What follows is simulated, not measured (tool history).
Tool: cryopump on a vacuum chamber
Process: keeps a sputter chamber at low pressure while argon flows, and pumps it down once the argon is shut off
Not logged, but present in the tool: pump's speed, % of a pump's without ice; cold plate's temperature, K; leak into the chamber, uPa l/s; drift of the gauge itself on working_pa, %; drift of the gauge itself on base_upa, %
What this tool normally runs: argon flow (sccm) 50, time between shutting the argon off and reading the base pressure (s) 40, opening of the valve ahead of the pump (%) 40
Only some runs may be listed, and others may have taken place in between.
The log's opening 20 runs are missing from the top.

| run | day | argon flow (sccm) | time between shutting the argon off and reading the base pressure (s) | opening of the valve ahead of the pump (%) | hours of work since the pump was warmed up and emptied | hours of work since the cold head was overhauled | hours of work since the chamber's fittings were tightened | pressure while argon flows (Pa) | pressure after the wait (uPa) |
|---|---|---|---|---|---|---|---|---|---|
| 21 | 17.958 | 26 | 89 | 26 | 318 | 318 | 2302 | 0.1170 | 2.69 |
| 22 | 18.729 | 78 | 114 | 26 | 331 | 331 | 2316 | 0.3524 | 2.54 |
| 23 | 19.662 | 70 | 26 | 36 | 347 | 347 | 2331 | 0.2315 | 4.47 |
| 24 | 20.171 | 23 | 241 | 26 | 356 | 356 | 2340 | 0.1034 | 2.29 |
| 25 | 20.958 | 74 | 67 | 56 | 369 | 369 | 2353 | 0.1649 | 2.96 |
| 26 | 21.492 | 21 | 40 | 40 | 378 | 378 | 2362 | 0.0639 | 3.65 |
| 27 | 22.238 | 29 | 205 | 39 | 391 | 391 | 2375 | 0.0906 | 2.35 |
| 28 | 23.021 | 27 | 295 | 29 | 404 | 404 | 2388 | 0.1108 | 2.23 |
| 29 | 23.829 | 27 | 295 | 29 | 418 | 418 | 2402 | 0.1108 | 2.28 |
| 30 | 24.988 | 27 | 295 | 29 | 438 | 438 | 2422 | 0.1119 | 2.35 |
| 31 | 25.542 | 50 | 32 | 54 | 447 | 447 | 2431 | 0.1170 | 4.29 |
| 32 | 26.717 | 39 | 207 | 54 | 467 | 467 | 2451 | 0.0914 | 2.45 |
| 33 | 27.767 | 69 | 81 | 27 | 485 | 485 | 2469 | 0.3053 | 3.06 |
| 34 | 28.458 | 29 | 206 | 27 | 497 | 497 | 2481 | 0.1286 | 2.55 |

What if the next run were any one of these 3? Each begins from the tool's condition after run 34:
| A | 29.096 | 24 | 206 | 27 | 508 | 508 | 2492 | ? | ? |
| B | 29.096 | 31 | 33 | 23 | 508 | 508 | 2492 | ? | ? |
| C | 29.096 | 55 | 23 | 57 | 508 | 508 | 2492 | ? | ? |

| run | pressure while argon flows (Pa) | pressure after the wait (uPa) |
|---|---|---|
| A | 0.1060 | 2.62 |
| B | 0.1604 | 4.32 |
| C | 0.1258 | 5.24 |
What these runs would have given with no unlogged condition in the tool:
| run | pressure while argon flows (Pa) | pressure after the wait (uPa) |
|---|---|---|
| A | 0.0992 | 0.55 |
| B | 0.1516 | 2.30 |
| C | 0.1101 | 3.21 |

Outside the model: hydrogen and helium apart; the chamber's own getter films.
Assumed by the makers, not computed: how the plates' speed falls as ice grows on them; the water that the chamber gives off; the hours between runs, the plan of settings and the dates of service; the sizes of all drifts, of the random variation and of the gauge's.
